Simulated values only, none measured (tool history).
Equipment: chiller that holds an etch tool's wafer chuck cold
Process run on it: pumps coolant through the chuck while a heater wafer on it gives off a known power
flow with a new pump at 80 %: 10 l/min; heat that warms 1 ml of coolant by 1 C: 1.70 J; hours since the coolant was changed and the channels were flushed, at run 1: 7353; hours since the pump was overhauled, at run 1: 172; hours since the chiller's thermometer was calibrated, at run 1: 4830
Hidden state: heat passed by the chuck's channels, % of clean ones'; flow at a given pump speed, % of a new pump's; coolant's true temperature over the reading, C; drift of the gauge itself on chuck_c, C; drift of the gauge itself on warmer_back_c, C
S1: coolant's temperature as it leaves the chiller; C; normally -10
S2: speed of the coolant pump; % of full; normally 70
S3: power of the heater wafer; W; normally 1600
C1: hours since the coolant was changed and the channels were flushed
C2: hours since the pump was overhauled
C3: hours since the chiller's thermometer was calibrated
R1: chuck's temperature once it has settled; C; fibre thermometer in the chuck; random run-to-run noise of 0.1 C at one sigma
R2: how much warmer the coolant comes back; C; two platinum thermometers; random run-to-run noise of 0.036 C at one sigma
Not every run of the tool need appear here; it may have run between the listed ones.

| run | day | S1 | S2 | S3 | C1 | C2 | C3 | R1 | R2 |
|---|---|---|---|---|---|---|---|---|---|
| 1 | 0 | -10 | 70 | 1600 | 7353 | 172 | 4830 | 13.1 | 6.48 |
| 2 | 2.546 | -10 | 70 | 1600 | 7414 | 233 | 4891 | 12.9 | 6.55 |
| 3 | 8.158 | -10 | 70 | 1600 | 7548 | 368 | 5025 | 13.1 | 6.45 |
| 4 | 12.229 | -10 | 70 | 1600 | 7646 | 465 | 5123 | 12.9 | 6.47 |
| 5 | 16.238 | -10 | 82 | 1600 | 7742 | 562 | 5219 | 10.3 | 5.48 |
| 6 | 19.342 | -10 | 82 | 1600 | 7817 | 636 | 5294 | 10.4 | 5.46 |
| 7 | 23.542 | -10 | 70 | 2094 | 7918 | 737 | 5395 | 20.4 | 8.49 |
|  | 25.2 | chiller's thermometer calibrated |
| 8 | 28.796 | -10 | 70 | 2094 | 8043 | 862 | 86 | 20.2 | 8.43 |
| 9 | 34.062 | -10 | 70 | 2094 | 8169 | 988 | 213 | 20.3 | 8.42 |
|  | 35.083 | coolant changed, channels flushed |
| 10 | 39.071 | -10 | 70 | 2094 | 96 | 1103 | 327 | 20.3 | 8.4 |
| 11 | 42.267 | -10 | 70 | 2094 | 172 | 1179 | 404 | 20.2 | 8.41 |
| 12 | 47.4 | -8 | 93 | 1907 | 296 | 1302 | 527 | 13.8 | 5.62 |
| 13 | 50.546 | -2 | 93 | 1600 | 371 | 1378 | 602 | 16.2 | 4.68 |
| 14 | 55.942 | -2 | 93 | 1600 | 501 | 1507 | 732 | 16.2 | 4.67 |
| 15 | 60.154 | -2 | 65 | 1600 | 602 | 1609 | 833 | 22.5 | 6.9 |
| 16 | 64.983 | -10 | 74 | 934 | 718 | 1725 | 949 | 2.7 | 3.49 |
| 17 | 70.762 | -4 | 68 | 897 | 856 | 1863 | 1088 | 9.1 | 3.56 |

Hidden state or all else? Some run-to-run changes of R2, split into what the settings, what came in and random variation would give without the hidden state, and what is left for the hidden state (with any gauge scatter that isn't in both results):
Run 4 -> 5: S2 70 -> 82. R2 -0.99 C: hidden state -0.02, all else -0.97.
Run 15 -> 16: S1 -2 -> -10, S2 65 -> 74, S3 1600 -> 934. R2 -3.41 C: hidden state -0.01, all else -3.4.

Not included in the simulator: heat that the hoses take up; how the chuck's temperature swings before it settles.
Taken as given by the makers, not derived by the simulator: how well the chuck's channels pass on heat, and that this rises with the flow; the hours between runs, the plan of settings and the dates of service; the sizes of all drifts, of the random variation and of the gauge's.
